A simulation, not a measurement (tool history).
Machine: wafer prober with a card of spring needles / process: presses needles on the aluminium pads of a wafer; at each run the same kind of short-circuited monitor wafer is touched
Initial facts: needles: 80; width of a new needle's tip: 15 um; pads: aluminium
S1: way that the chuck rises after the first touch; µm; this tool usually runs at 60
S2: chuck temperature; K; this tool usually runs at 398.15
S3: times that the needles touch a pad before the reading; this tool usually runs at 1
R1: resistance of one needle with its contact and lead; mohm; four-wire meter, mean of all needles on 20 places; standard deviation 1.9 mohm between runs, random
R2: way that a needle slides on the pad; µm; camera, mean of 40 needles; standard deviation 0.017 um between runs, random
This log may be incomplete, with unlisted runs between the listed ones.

{"run": 1, "hour": 0.0, "S1": 60, "S2": 398.15, "S3": 1, "R1": 247, "R2": 13.77}
{"run": 2, "hour": 15.5, "S1": 60, "S2": 398.15, "S3": 1, "R1": 283, "R2": 13.76}
{"run": 3, "hour": 34.7, "S1": 60, "S2": 398.15, "S3": 1, "R1": 366, "R2": 13.75}
{"run": 4, "hour": 55.0, "S1": 41, "S2": 398.15, "S3": 1, "R1": 501, "R2": 9.34}
{"run": 5, "hour": 69.4, "S1": 41, "S2": 398.15, "S3": 1, "R1": 487, "R2": 9.35}
{"run": 6, "hour": 82.7, "S1": 60, "S2": 398.15, "S3": 2, "R1": 239, "R2": 13.75}
{"run": 7, "hour": 96.2, "S1": 60, "S2": 398.15, "S3": 3, "R1": 241, "R2": 13.72}
{"run": 8, "hour": 106.8, "S1": 60, "S2": 326.15, "S3": 3, "R1": 230, "R2": 13.7}
{"run": 9, "hour": 123.0, "S1": 60, "S2": 319.15, "S3": 3, "R1": 211, "R2": 13.67}
{"run": 10, "hour": 138.2, "S1": 60, "S2": 398.15, "S3": 1, "R1": 291, "R2": 13.7}
{"run": 11, "hour": 156.7, "S1": 60, "S2": 398.15, "S3": 1, "R1": 256, "R2": 13.7}
{"run": 12, "hour": 172.1, "S1": 59, "S2": 398.15, "S3": 1, "R1": 293, "R2": 13.47}
{"run": 13, "hour": 191.3, "S1": 60, "S2": 398.15, "S3": 1, "R1": 245, "R2": 13.67}
{"run": 14, "hour": 207.2, "S1": 60, "S2": 398.15, "S3": 1, "R1": 285, "R2": 13.65}
{"run": 15, "hour": 217.6, "S1": 60, "S2": 398.15, "S3": 1, "R1": 299, "R2": 13.68}
{"run": 16, "hour": 229.8, "S1": 60, "S2": 398.15, "S3": 1, "R1": 243, "R2": 13.63}
{"run": 17, "hour": 243.7, "S1": 74, "S2": 352.15, "S3": 2, "R1": 227, "R2": 16.9}
{"run": 18, "hour": 262.9, "S1": 74, "S2": 341.15, "S3": 1, "R1": 198, "R2": 16.91}
{"run": 19, "hour": 272.5, "S1": 74, "S2": 341.15, "S3": 1, "R1": 230, "R2": 16.9}
{"run": 20, "hour": 282.8, "S1": 73, "S2": 381.15, "S3": 2, "R1": 229, "R2": 16.62}
{"run": 21, "hour": 296.9, "S1": 73, "S2": 381.15, "S3": 2, "R1": 241, "R2": 16.85}
{"run": 22, "hour": 316.9, "S1": 68, "S2": 308.15, "S3": 3, "R1": 203, "R2": 15.7}
{"run": 23, "hour": 330.4, "S1": 60, "S2": 307.15, "S3": 1, "R1": 291, "R2": 13.85}
{"run": 24, "hour": 342.3, "S1": 60, "S2": 304.15, "S3": 2, "R1": 198, "R2": 13.86}
{"run": 25, "hour": 362.6, "S1": 60, "S2": 365.15, "S3": 3, "R1": 227, "R2": 13.83}
{"run": 26, "hour": 378.1, "S1": 47, "S2": 365.15, "S3": 1, "R1": 372, "R2": 10.82}
{"run": 27, "hour": 388.3, "S1": 56, "S2": 365.15, "S3": 1, "R1": 249, "R2": 12.9}
{"run": 28, "hour": 405.0, "S1": 54, "S2": 398.15, "S3": 1, "R1": 312, "R2": 12.42}

Not shown here: 11 entries made in the log between runs. Locate each between two listed runs and compare the hidden state at the listed run before it with the hidden state at the listed run after it:
After run 2, before run 3: tips cleaned on abrasive film (hour 31.2)
  debris on the tips, nm: 43.8 -> 86.8; way that the needles fall short of the set height, um: 0.46 -> 0.62; tips' diameter, um: 15.16 -> 15.21
  measured result minus the result with no hidden state, R1: +79 -> +160 mohm; R2: -0.11 -> -0.14 µm
After run 5, before run 6: tips cleaned on abrasive film (hour 71.1)
  debris on the tips, nm: 74.3 -> 31; way that the needles fall short of the set height, um: 0.62 -> 0.68; tips' diameter, um: 15.21 -> 15.23
  measured result minus the result with no hidden state, R1: +270 -> +34 mohm; R2: -0.14 -> -0.16 µm
After run 8, before run 9: tips cleaned on abrasive film (hour 111.1)
  debris on the tips, nm: 54.9 -> 29.3; way that the needles fall short of the set height, um: 0.68 -> 0.76; tips' diameter, um: 15.23 -> 15.26
  measured result minus the result with no hidden state, R1: +41 -> +23 mohm; R2: -0.16 -> -0.17 µm
After run 10, before run 11: tips cleaned on abrasive film, once more (hour 145.1)
  debris on the tips, nm: 48 -> 27.4; way that the needles fall short of the set height, um: 0.76 -> 0.83; tips' diameter, um: 15.26 -> 15.28
  measured result minus the result with no hidden state, R1: +88 -> +51 mohm; R2: -0.18 -> -0.19 µm
After run 12, before run 13: tips cleaned on abrasive film (hour 183.9)
  debris on the tips, nm: 46.5 -> 19.1; way that the needles fall short of the set height, um: 0.83 -> 0.88; tips' diameter, um: 15.28 -> 15.3
  measured result minus the result with no hidden state, R1: +89 -> +37 mohm; R2: -0.19 -> -0.21 µm
After run 15, before run 16: tips cleaned on abrasive film (hour 222.5)
  debris on the tips, nm: 51.6 -> 19; way that the needles fall short of the set height, um: 0.88 -> 0.94; tips' diameter, um: 15.3 -> 15.32
  measured result minus the result with no hidden state, R1: +96 -> +37 mohm; R2: -0.20 -> -0.22 µm
After run 17, before run 18: tips cleaned on abrasive film (hour 261.5)
  debris on the tips, nm: 41 -> 6.6; way that the needles fall short of the set height, um: 0.94 -> 1.02; tips' diameter, um: 15.32 -> 15.35
  measured result minus the result with no hidden state, R1: +35 -> +10 mohm; R2: -0.21 -> -0.24 µm
After run 20, before run 21: height of the first contact set anew (hour 291.0)
  debris on the tips, nm: 42.5 -> 53.9; way that the needles fall short of the set height, um: 1.02 -> 0
  measured result minus the result with no hidden state, R1: +35 -> +43 mohm; R2: -0.24 -> +0.00 µm
After run 21, before run 22: tips cleaned on abrasive film (hour 301.5)
  debris on the tips, nm: 53.9 -> 33.7; way that the needles fall short of the set height, um: 0 -> 0.06; tips' diameter, um: 15.35 -> 15.37
  measured result minus the result with no hidden state, R1: +43 -> +21 mohm; R2: +0.00 -> -0.02 µm
After run 23, before run 24: tips cleaned on abrasive film (hour 340.9)
  debris on the tips, nm: 48.6 -> 8.9; way that the needles fall short of the set height, um: 0.06 -> 0.15; tips' diameter, um: 15.37 -> 15.4
  measured result minus the result with no hidden state, R1: +105 -> +13 mohm; R2: -0.01 -> -0.03 µm
After run 26, before run 27: tips cleaned on abrasive film (hour 379.9)
  debris on the tips, nm: 55.2 -> 24.3; way that the needles fall short of the set height, um: 0.15 -> 0.2; tips' diameter, um: 15.4 -> 15.42
  measured result minus the result with no hidden state, R1: +168 -> +54 mohm; R2: -0.03 -> -0.05 µm

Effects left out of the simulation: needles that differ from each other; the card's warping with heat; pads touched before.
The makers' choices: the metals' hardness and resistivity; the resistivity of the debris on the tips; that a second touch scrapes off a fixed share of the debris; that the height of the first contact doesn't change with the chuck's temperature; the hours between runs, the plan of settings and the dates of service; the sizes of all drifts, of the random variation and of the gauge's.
